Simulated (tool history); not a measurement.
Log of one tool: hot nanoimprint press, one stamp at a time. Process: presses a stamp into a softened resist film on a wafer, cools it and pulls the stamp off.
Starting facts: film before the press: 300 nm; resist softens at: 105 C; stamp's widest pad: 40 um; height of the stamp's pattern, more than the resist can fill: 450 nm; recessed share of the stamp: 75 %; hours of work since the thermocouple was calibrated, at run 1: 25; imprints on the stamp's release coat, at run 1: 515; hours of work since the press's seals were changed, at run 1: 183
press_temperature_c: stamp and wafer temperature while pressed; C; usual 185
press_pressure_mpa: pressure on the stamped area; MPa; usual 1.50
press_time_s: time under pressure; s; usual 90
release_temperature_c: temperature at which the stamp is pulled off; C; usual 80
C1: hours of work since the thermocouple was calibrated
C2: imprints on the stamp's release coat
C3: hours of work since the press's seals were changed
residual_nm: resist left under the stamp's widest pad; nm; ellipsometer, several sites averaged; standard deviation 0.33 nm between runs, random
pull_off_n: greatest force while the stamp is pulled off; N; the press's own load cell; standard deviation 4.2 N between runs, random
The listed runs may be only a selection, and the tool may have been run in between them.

{"run": 1, "day": 0.0, "press_temperature_c": 185, "press_pressure_mpa": 1.5, "press_time_s": 90, "release_temperature_c": 80, "C1": 25, "C2": 515, "C3": 183, "residual_nm": 172.0, "pull_off_n": 211}
{"run": 2, "day": 1.55, "press_temperature_c": 185, "press_pressure_mpa": 1.5, "press_time_s": 90, "release_temperature_c": 80, "C1": 53, "C2": 614, "C3": 211, "residual_nm": 172.6, "pull_off_n": 207}
{"run": 3, "day": 2.642, "press_temperature_c": 185, "press_pressure_mpa": 1.5, "press_time_s": 90, "release_temperature_c": 80, "C1": 72, "C2": 684, "C3": 231, "residual_nm": 172.8, "pull_off_n": 206}
{"run": 4, "day": 3.762, "press_temperature_c": 185, "press_pressure_mpa": 1.5, "press_time_s": 90, "release_temperature_c": 80, "C1": 92, "C2": 755, "C3": 251, "residual_nm": 172.8, "pull_off_n": 206}
{"run": 5, "day": 5.012, "press_temperature_c": 185, "press_pressure_mpa": 1.5, "press_time_s": 90, "release_temperature_c": 80, "C1": 115, "C2": 835, "C3": 273, "residual_nm": 173.1, "pull_off_n": 213}
{"run": 6, "day": 6.667, "press_temperature_c": 185, "press_pressure_mpa": 1.5, "press_time_s": 90, "release_temperature_c": 70, "C1": 144, "C2": 941, "C3": 303, "residual_nm": 173.7, "pull_off_n": 270}
{"run": 7, "day": 8.417, "press_temperature_c": 185, "press_pressure_mpa": 1.5, "press_time_s": 90, "release_temperature_c": 76, "C1": 176, "C2": 1052, "C3": 334, "residual_nm": 174.0, "pull_off_n": 229}
{"run": 8, "day": 9.308, "press_temperature_c": 185, "press_pressure_mpa": 1.5, "press_time_s": 54, "release_temperature_c": 80, "C1": 192, "C2": 1109, "C3": 351, "residual_nm": 201.1, "pull_off_n": 210}
{"run": 9, "day": 10.412, "press_temperature_c": 185, "press_pressure_mpa": 1.5, "press_time_s": 54, "release_temperature_c": 80, "C1": 212, "C2": 1180, "C3": 370, "residual_nm": 202.9, "pull_off_n": 203}
{"run": 10, "day": 11.683, "press_temperature_c": 185, "press_pressure_mpa": 1.5, "press_time_s": 54, "release_temperature_c": 80, "C1": 234, "C2": 1261, "C3": 393, "residual_nm": 202.4, "pull_off_n": 204}
{"run": 11, "day": 12.842, "press_temperature_c": 185, "press_pressure_mpa": 1.04, "press_time_s": 90, "release_temperature_c": 80, "C1": 255, "C2": 1335, "C3": 414, "residual_nm": 202.3, "pull_off_n": 201}
{"run": 12, "day": 13.792, "press_temperature_c": 185, "press_pressure_mpa": 1.04, "press_time_s": 90, "release_temperature_c": 80, "C1": 272, "C2": 1395, "C3": 431, "residual_nm": 203.0, "pull_off_n": 205}
{"run": 13, "day": 15.383, "press_temperature_c": 185, "press_pressure_mpa": 1.5, "press_time_s": 90, "release_temperature_c": 80, "C1": 301, "C2": 1497, "C3": 459, "residual_nm": 175.8, "pull_off_n": 203}
{"run": 14, "day": 17.067, "press_temperature_c": 183, "press_pressure_mpa": 1.5, "press_time_s": 90, "release_temperature_c": 80, "C1": 331, "C2": 1604, "C3": 490, "residual_nm": 182.7, "pull_off_n": 205}
{"day": 17.979, "done": "stamp cleaned and given a new release coat"}
{"run": 15, "day": 18.579, "press_temperature_c": 183, "press_pressure_mpa": 1.5, "press_time_s": 90, "release_temperature_c": 80, "C1": 354, "C2": 38, "C3": 512, "residual_nm": 183.8, "pull_off_n": 206}
{"day": 19.096, "done": "plate thermocouple calibrated"}
{"day": 19.675, "done": "gauge calibrated"}
{"run": 16, "day": 19.896, "press_temperature_c": 183, "press_pressure_mpa": 1.5, "press_time_s": 90, "release_temperature_c": 80, "C1": 14, "C2": 114, "C3": 534, "residual_nm": 179.5, "pull_off_n": 204}
{"run": 17, "day": 20.938, "press_temperature_c": 175, "press_pressure_mpa": 1.74, "press_time_s": 90, "release_temperature_c": 80, "C1": 33, "C2": 181, "C3": 552, "residual_nm": 198.5, "pull_off_n": 200}
{"run": 18, "day": 22.742, "press_temperature_c": 174, "press_pressure_mpa": 1.5, "press_time_s": 90, "release_temperature_c": 79, "C1": 65, "C2": 296, "C3": 585, "residual_nm": 213.8, "pull_off_n": 209}
{"run": 19, "day": 23.817, "press_temperature_c": 184, "press_pressure_mpa": 0.99, "press_time_s": 90, "release_temperature_c": 83, "C1": 85, "C2": 365, "C3": 604, "residual_nm": 207.6, "pull_off_n": 187}
{"run": 20, "day": 25.325, "press_temperature_c": 185, "press_pressure_mpa": 1.77, "press_time_s": 90, "release_temperature_c": 70, "C1": 112, "C2": 461, "C3": 631, "residual_nm": 161.6, "pull_off_n": 266}
{"run": 21, "day": 26.667, "press_temperature_c": 180, "press_pressure_mpa": 1.5, "press_time_s": 90, "release_temperature_c": 80, "C1": 136, "C2": 547, "C3": 655, "residual_nm": 192.3, "pull_off_n": 211}
{"run": 22, "day": 28.308, "press_temperature_c": 177, "press_pressure_mpa": 1.78, "press_time_s": 165, "release_temperature_c": 78, "C1": 165, "C2": 651, "C3": 685, "residual_nm": 159.0, "pull_off_n": 216}
{"run": 23, "day": 29.346, "press_temperature_c": 177, "press_pressure_mpa": 1.78, "press_time_s": 165, "release_temperature_c": 78, "C1": 184, "C2": 718, "C3": 703, "residual_nm": 159.4, "pull_off_n": 210}
{"run": 24, "day": 30.175, "press_temperature_c": 177, "press_pressure_mpa": 1.78, "press_time_s": 165, "release_temperature_c": 78, "C1": 199, "C2": 771, "C3": 718, "residual_nm": 159.0, "pull_off_n": 218}
{"run": 25, "day": 31.917, "press_temperature_c": 177, "press_pressure_mpa": 1.78, "press_time_s": 165, "release_temperature_c": 78, "C1": 230, "C2": 882, "C3": 749, "residual_nm": 159.8, "pull_off_n": 218}
{"run": 26, "day": 32.688, "press_temperature_c": 180, "press_pressure_mpa": 0.9, "press_time_s": 165, "release_temperature_c": 85, "C1": 244, "C2": 931, "C3": 763, "residual_nm": 198.4, "pull_off_n": 180}
{"run": 27, "day": 33.725, "press_temperature_c": 193, "press_pressure_mpa": 1.5, "press_time_s": 136, "release_temperature_c": 80, "C1": 262, "C2": 997, "C3": 782, "residual_nm": 129.2, "pull_off_n": 208}
{"run": 28, "day": 34.75, "press_temperature_c": 189, "press_pressure_mpa": 1.05, "press_time_s": 90, "release_temperature_c": 80, "C1": 281, "C2": 1063, "C3": 800, "residual_nm": 188.9, "pull_off_n": 202}
{"run": 29, "day": 35.658, "press_temperature_c": 185, "press_pressure_mpa": 1.5, "press_time_s": 90, "release_temperature_c": 68, "C1": 297, "C2": 1121, "C3": 817, "residual_nm": 176.7, "pull_off_n": 284}

Alternative continuations, all from the tool just after run 29; predict every row:
{"run": "A", "day": 37.042, "press_temperature_c": 193, "press_pressure_mpa": 1.5, "press_time_s": 77, "release_temperature_c": 79, "C1": 322, "C2": 1209, "C3": 841, "residual_nm": "?", "pull_off_n": "?"}
{"run": "B", "day": 37.042, "press_temperature_c": 187, "press_pressure_mpa": 2.18, "press_time_s": 90, "release_temperature_c": 83, "C1": 322, "C2": 1209, "C3": 841, "residual_nm": "?", "pull_off_n": "?"}
{"run": "C", "day": 37.042, "press_temperature_c": 185, "press_pressure_mpa": 2.26, "press_time_s": 129, "release_temperature_c": 76, "C1": 322, "C2": 1209, "C3": 841, "residual_nm": "?", "pull_off_n": "?"}
{"run": "D", "day": 37.042, "press_temperature_c": 185, "press_pressure_mpa": 1.5, "press_time_s": 113, "release_temperature_c": 69, "C1": 322, "C2": 1209, "C3": 841, "residual_nm": "?", "pull_off_n": "?"}
{"run": "E", "day": 37.042, "press_temperature_c": 185, "press_pressure_mpa": 1.5, "press_time_s": 90, "release_temperature_c": 68, "C1": 322, "C2": 1209, "C3": 841, "residual_nm": "?", "pull_off_n": "?"}

run=A residual_nm=158.5 pull_off_n=215
run=B residual_nm=142.8 pull_off_n=182
run=C residual_nm=129.1 pull_off_n=235
run=D residual_nm=164.1 pull_off_n=272
run=E residual_nm=176.6 pull_off_n=276
What these runs would have given with no unlogged condition in the tool:
run=A residual_nm=154.5 pull_off_n=215
run=B residual_nm=139.1 pull_off_n=181
run=C residual_nm=125.8 pull_off_n=234
run=D residual_nm=159.9 pull_off_n=271
run=E residual_nm=172.0 pull_off_n=275

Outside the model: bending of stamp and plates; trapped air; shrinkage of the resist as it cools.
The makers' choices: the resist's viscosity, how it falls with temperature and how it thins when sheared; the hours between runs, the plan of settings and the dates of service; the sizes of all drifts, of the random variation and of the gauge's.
